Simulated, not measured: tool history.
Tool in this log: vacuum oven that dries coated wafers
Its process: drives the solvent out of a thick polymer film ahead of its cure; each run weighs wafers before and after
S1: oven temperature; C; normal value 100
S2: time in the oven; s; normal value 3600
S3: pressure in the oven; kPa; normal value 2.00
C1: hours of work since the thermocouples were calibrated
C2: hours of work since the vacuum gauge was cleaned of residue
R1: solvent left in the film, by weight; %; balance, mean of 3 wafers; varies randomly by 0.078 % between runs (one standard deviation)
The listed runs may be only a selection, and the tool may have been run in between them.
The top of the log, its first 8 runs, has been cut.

{"run": 9, "hour": 378.4, "S1": 100, "S2": 3600, "S3": 2.0, "C1": 911, "C2": 414, "R1": 5.98}
{"run": 10, "hour": 409.0, "S1": 100, "S2": 3600, "S3": 2.0, "C1": 934, "C2": 437, "R1": 5.73}
{"run": 11, "hour": 446.1, "S1": 100, "S2": 3600, "S3": 2.0, "C1": 961, "C2": 464, "R1": 6.06}
{"run": 12, "hour": 502.3, "S1": 100, "S2": 3600, "S3": 2.0, "C1": 1003, "C2": 506, "R1": 5.9}
{"run": 13, "hour": 549.5, "S1": 100, "S2": 3600, "S3": 2.0, "C1": 1038, "C2": 541, "R1": 6.08}
{"run": 14, "hour": 576.2, "S1": 109, "S2": 3600, "S3": 2.0, "C1": 1057, "C2": 560, "R1": 2.86}
{"run": 15, "hour": 623.8, "S1": 100, "S2": 3600, "S3": 2.0, "C1": 1093, "C2": 596, "R1": 6.09}
{"run": 16, "hour": 674.3, "S1": 100, "S2": 3600, "S3": 2.0, "C1": 1130, "C2": 633, "R1": 6.0}
{"run": 17, "hour": 734.9, "S1": 100, "S2": 3600, "S3": 5.76, "C1": 1175, "C2": 678, "R1": 8.36}
{"run": 18, "hour": 779.7, "S1": 85, "S2": 1980, "S3": 1.91, "C1": 1208, "C2": 711, "R1": 14.45}
{"run": 19, "hour": 831.6, "S1": 102, "S2": 6240, "S3": 2.0, "C1": 1246, "C2": 749, "R1": 2.71}
{"run": 20, "hour": 876.1, "S1": 102, "S2": 6240, "S3": 2.0, "C1": 1279, "C2": 782, "R1": 2.83}
{"run": 21, "hour": 921.3, "S1": 91, "S2": 3600, "S3": 2.0, "C1": 1313, "C2": 816, "R1": 9.76}
{"run": 22, "hour": 983.2, "S1": 104, "S2": 2520, "S3": 4.73, "C1": 1359, "C2": 861, "R1": 7.65}

Predict the results of run 23:
{"run": 23, "hour": 1039.1, "S1": 104, "S2": 2520, "S3": 4.73, "C1": 1400, "C2": 903, "R1": "?"}

{"run 23": {"R1": 7.83}}
If the tool had no hidden condition, the same run with the same run-to-run variation would have returned R1 7.80 %.
